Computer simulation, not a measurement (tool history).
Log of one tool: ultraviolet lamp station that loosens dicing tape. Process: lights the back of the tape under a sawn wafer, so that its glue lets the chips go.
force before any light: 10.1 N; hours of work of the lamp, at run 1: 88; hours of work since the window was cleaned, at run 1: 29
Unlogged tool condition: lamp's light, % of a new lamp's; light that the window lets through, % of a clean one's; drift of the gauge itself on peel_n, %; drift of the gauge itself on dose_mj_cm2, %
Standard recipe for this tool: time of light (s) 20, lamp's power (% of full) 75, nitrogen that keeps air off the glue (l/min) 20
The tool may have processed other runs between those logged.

run,hour,time of light (s),lamp's power (% of full),nitrogen that keeps air off the glue (l/min),hours of work of the lamp,hours of work since the window was cleaned,force that peels the tape off (N),light that reached the tape (mJ/cm²)
1,0,20,75,20,88,29,1.31,465
2,26,20,75,9,103,44,2.255,467
3,56.6,20,75,9,121,61,2.346,458
4,79.7,20,75,9,134,74,2.453,447
5,93.3,20,75,20,142,82,1.391,447
6,125.1,20,75,20,160,100,1.439,442
7,153.5,20,75,20,176,116,1.445,439
8,170.2,20,75,16,185,126,1.722,435
9,185.6,20,75,20,194,135,1.498,429
10,210.4,20,75,20,208,149,1.575,424
11,240,20,75,8,225,166,2.84,417
12,261.5,20,75,20,237,178,1.647,410
13,283.4,20,75,20,250,190,1.699,409
14,313,20,75,10,267,207,2.664,398
15,338.2,20,75,10,281,222,2.693,400
# hour 355.8: window cleaned of glue's vapour
16,366.7,20,75,20,297,6,1.381,451
17,385.4,13,75,20,308,17,2.77,288
18,400.3,13,75,20,316,25,2.811,283
19,420.9,13,75,20,328,37,2.824,280
20,445.2,13,75,20,342,51,2.927,282
21,459.2,13,75,20,350,59,3.004,279
22,489,13,75,20,367,76,2.891,275
23,504.3,11,81,20,375,85,3.253,245
24,524.7,11,81,20,387,96,3.322,243
25,546.7,11,81,20,400,109,3.321,240
26,565.5,16,80,7,410,119,3.808,344
27,581.5,14,96,6,419,129,3.687,362
28,596.9,14,96,6,428,137,3.707,358
29,623.3,11,75,20,443,152,3.813,224
30,649.3,11,75,20,458,167,3.85,213
31,669,11,75,20,469,178,3.905,209
32,696.6,11,75,20,485,194,3.835,208
33,713,11,75,20,494,203,3.918,211
34,737.6,20,73,14,508,217,2.616,361
# hour 762.1: window cleaned of glue's vapour
35,766.7,12,78,20,525,3,3.13,260
36,788.1,17,94,20,537,15,1.426,445
37,815.9,17,94,20,553,31,1.476,435
38,833.7,17,80,30,563,41,1.488,370

The next listed run, before its measurement:
39,849,17,80,30,572,49,?,?

{"run 39": {"force that peels the tape off (N)": 1.554, "light that reached the tape (mJ/cm²)": 363}}
With no hidden state in the tool, this same run would have given force that peels the tape off (N) 1.066, light that reached the tape (mJ/cm²) 441.
